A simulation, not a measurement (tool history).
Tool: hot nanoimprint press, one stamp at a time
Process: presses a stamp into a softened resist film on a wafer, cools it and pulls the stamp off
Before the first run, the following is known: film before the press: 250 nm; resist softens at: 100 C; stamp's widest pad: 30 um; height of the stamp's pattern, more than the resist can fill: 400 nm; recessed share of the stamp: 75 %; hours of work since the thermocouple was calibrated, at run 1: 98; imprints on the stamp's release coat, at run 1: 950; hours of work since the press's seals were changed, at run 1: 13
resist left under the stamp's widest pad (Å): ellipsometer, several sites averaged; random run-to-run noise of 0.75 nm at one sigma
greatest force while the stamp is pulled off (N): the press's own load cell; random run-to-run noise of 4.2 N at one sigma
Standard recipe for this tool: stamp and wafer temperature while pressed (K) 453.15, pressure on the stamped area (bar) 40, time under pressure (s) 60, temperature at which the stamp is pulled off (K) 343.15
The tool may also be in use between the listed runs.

run   hour  stamp and wafer temperature while pressed (K)  pressure on the stamped area (bar)  time under pressure (s)  temperature at which the stamp is pulled off (K)  hours of work since the thermocouple was calibrated  imprints on the stamp's release coat  hours of work since the press's seals were changed  resist left under the stamp's widest pad (Å)  greatest force while the stamp is pulled off (N)
  1      0                                         453.15                                  40                       60                                            343.15                                                   98                                   950                                                  13                                          1287                                               203
  2   24.4                                         453.15                                  40                       60                                            343.15                                                  115                                  1046                                                  30                                          1279                                               207
      32.3  -- stamp cleaned and given a new release coat
  3   42.9                                         453.15                                  40                       60                                            343.15                                                  124                                    42                                                  38                                          1279                                               197
  4   67.8                                         453.15                                  40                       60                                            343.15                                                  141                                   139                                                  55                                          1273                                               200
  5   95.2                                         453.15                                  40                       60                                            343.15                                                  160                                   246                                                  74                                          1277                                               207
  6    111                                         453.15                                  40                       60                                            343.15                                                  171                                   308                                                  85                                          1254                                               199
  7  133.9                                         453.15                                  40                       60                                            343.15                                                  187                                   398                                                 101                                          1260                                               206
  8  148.9                                         453.15                                  40                       60                                            343.15                                                  197                                   456                                                 112                                          1273                                               201
  9  164.1                                         453.15                                  40                       60                                            343.15                                                  207                                   516                                                 122                                          1266                                               210
 10  185.3                                         453.15                                  40                       60                                            343.15                                                  222                                   599                                                 137                                          1272                                               207
 11    211                                         453.15                                30.2                       60                                            343.15                                                  240                                   699                                                 155                                          1415                                               209
 12  232.9                                         453.15                                  40                       60                                            343.15                                                  255                                   785                                                 170                                          1263                                               204
 13  255.5                                         453.15                                40.5                       60                                            343.15                                                  271                                   873                                                 185                                          1240                                               211
 14  271.7                                         453.15                                40.5                       60                                            343.15                                                  282                                   937                                                 196                                          1259                                               202
 15  286.3                                         453.15                                40.5                       60                                            343.15                                                  292                                   994                                                 207                                          1256                                               206
     309.4  -- stamp cleaned and given a new release coat
 16  311.6                                         453.15                                40.5                       60                                            343.15                                                  305                                     8                                                 220                                          1257                                               205
 17  328.6                                         453.15                                40.5                       60                                            343.15                                                  317                                    75                                                 232                                          1254                                               200
 18  356.8                                         453.15                                40.5                       60                                            343.15                                                  337                                   186                                                 251                                          1232                                               203
 19  372.6                                         451.15                                  40                       42                                            343.15                                                  347                                   247                                                 262                                          1495                                               200
 20  389.2                                         464.15                                25.5                       61                                            333.15                                                  359                                   312                                                 274                                          1094                                               258
 21  402.8                                         452.15                                  40                       39                                            343.15                                                  368                                   365                                                 283                                          1482                                               202
 22    429                                         452.15                                  40                       60                                            335.15                                                  386                                   468                                                 301                                          1298                                               249
 23  457.3                                         452.15                                  40                       46                                            335.15                                                  406                                   579                                                 321                                          1411                                               256
 24  481.8                                         452.15                                  40                       46                                            335.15                                                  423                                   674                                                 338                                          1404                                               256
 25  505.1                                         452.15                                  40                       46                                            335.15                                                  439                                   766                                                 354                                          1419                                               244
 26  528.3                                         452.15                                  40                       46                                            335.15                                                  455                                   856                                                 370                                          1397                                               255
 27  544.4                                         464.15                                  40                       91                                            336.15                                                  466                                   919                                                 381                                           746                                               249
 28  563.3                                         464.15                                  40                       91                                            336.15                                                  479                                   993                                                 394                                           748                                               243
     585.6  -- stamp cleaned and given a new release coat
 29    591                                         459.15                                42.3                       36                                            344.15                                                  494                                    21                                                 409                                          1212                                               200

3 ways to go on from here, each from the tool as it stands after run 29. What would each give?
  A  613.5                                         459.15                                  34                       60                                            335.15                                                  510                                   109                                                 425                                             ?                                                 ?
  B  613.5                                         459.15                                42.3                      119                                            344.15                                                  510                                   109                                                 425                                             ?                                                 ?
  C  613.5                                         453.15                                  40                       76                                            343.15                                                  510                                   109                                                 425                                             ?                                                 ?

run  resist left under the stamp's widest pad (Å)  greatest force while the stamp is pulled off (N)
  A                                          1112                                               240
  B                                           762                                               198
  C                                          1129                                               199
What these runs would have given with no unlogged condition in the tool:
run  resist left under the stamp's widest pad (Å)  greatest force while the stamp is pulled off (N)
  A                                          1146                                               240
  B                                           785                                               198
  C                                          1163                                               200
